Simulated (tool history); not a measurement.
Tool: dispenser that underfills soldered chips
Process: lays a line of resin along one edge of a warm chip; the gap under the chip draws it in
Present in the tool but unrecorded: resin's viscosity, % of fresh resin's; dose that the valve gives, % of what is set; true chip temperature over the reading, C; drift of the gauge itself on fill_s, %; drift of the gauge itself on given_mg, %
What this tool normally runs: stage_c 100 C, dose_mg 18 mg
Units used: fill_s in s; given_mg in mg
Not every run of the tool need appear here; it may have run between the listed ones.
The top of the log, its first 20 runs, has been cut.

| run | hour | stage_c | dose_mg | hours of work since the syringe was changed | hours of work since the valve was cleaned | hours of work since the stage was calibrated | fill_s | given_mg |
|---|---|---|---|---|---|---|---|---|
| 21 | 85.3 | 93 | 20.5 | 2 | 43 | 101 | 98.4 | 20.18 |
| 22 | 88.9 | 111 | 18.1 | 5 | 46 | 104 | 76 | 17.78 |
|  | 91.1 | new syringe of resin |
| 23 | 93.4 | 107 | 15.9 | 2 | 49 | 107 | 69.3 | 15.68 |
| 24 | 98.8 | 92 | 16.3 | 6 | 53 | 111 | 139.3 | 15.98 |
|  | 100.1 | new syringe of resin |
| 25 | 103.6 | 90 | 17 | 3 | 57 | 115 | 113.3 | 16.68 |
| 26 | 107.1 | 103 | 18.4 | 5 | 59 | 118 | 96.4 | 18.02 |
|  | 109 | new syringe of resin |
| 27 | 110.7 | 96 | 16.4 | 1 | 62 | 120 | 88.7 | 16.04 |
| 28 | 113.2 | 94 | 22.4 | 3 | 64 | 122 | 105.8 | 21.87 |
|  | 117.9 | new syringe of resin |
| 29 | 119.1 | 100 | 15.6 | 1 | 68 | 126 | 78.5 | 15.23 |
| 30 | 122 | 114 | 22.6 | 3 | 70 | 129 | 61.3 | 22.03 |
| 31 | 125.3 | 114 | 22.6 | 6 | 73 | 131 | 73 | 21.95 |
|  | 127 | new syringe of resin |
| 32 | 128.4 | 100 | 21.6 | 1 | 75 | 133 | 75.7 | 21.05 |
|  | 131.6 | dispensing valve cleaned and set on the balance |
| 33 | 132.1 | 106 | 23 | 3 | 0 | 135 | 74.1 | 22.94 |
| 34 | 136.4 | 106 | 23 | 6 | 4 | 139 | 95.1 | 22.92 |
|  | 137.2 | new syringe of resin |
| 35 | 140.5 | 89 | 17.1 | 3 | 7 | 142 | 116.8 | 17.06 |

Forecast each of these 3 alternatives for the next run:
|  | 146.2 | new syringe of resin |
| A | 146.8 | 85 | 19.7 | 0 | 11 | 146 | ? | ? |
|  | 146.2 | new syringe of resin |
| B | 146.8 | 103 | 18 | 0 | 11 | 146 | ? | ? |
|  | 146.2 | new syringe of resin |
| C | 146.8 | 110 | 20.9 | 0 | 11 | 146 | ? | ? |

| run | fill_s | given_mg |
|---|---|---|
| A | 106.8 | 19.64 |
| B | 66.8 | 18 |
| C | 55.6 | 20.77 |
What these runs would have given with no unlogged condition in the tool:
| run | fill_s | given_mg |
|---|---|---|
| A | 103.6 | 19.71 |
| B | 64.9 | 18.06 |
| C | 54 | 20.84 |
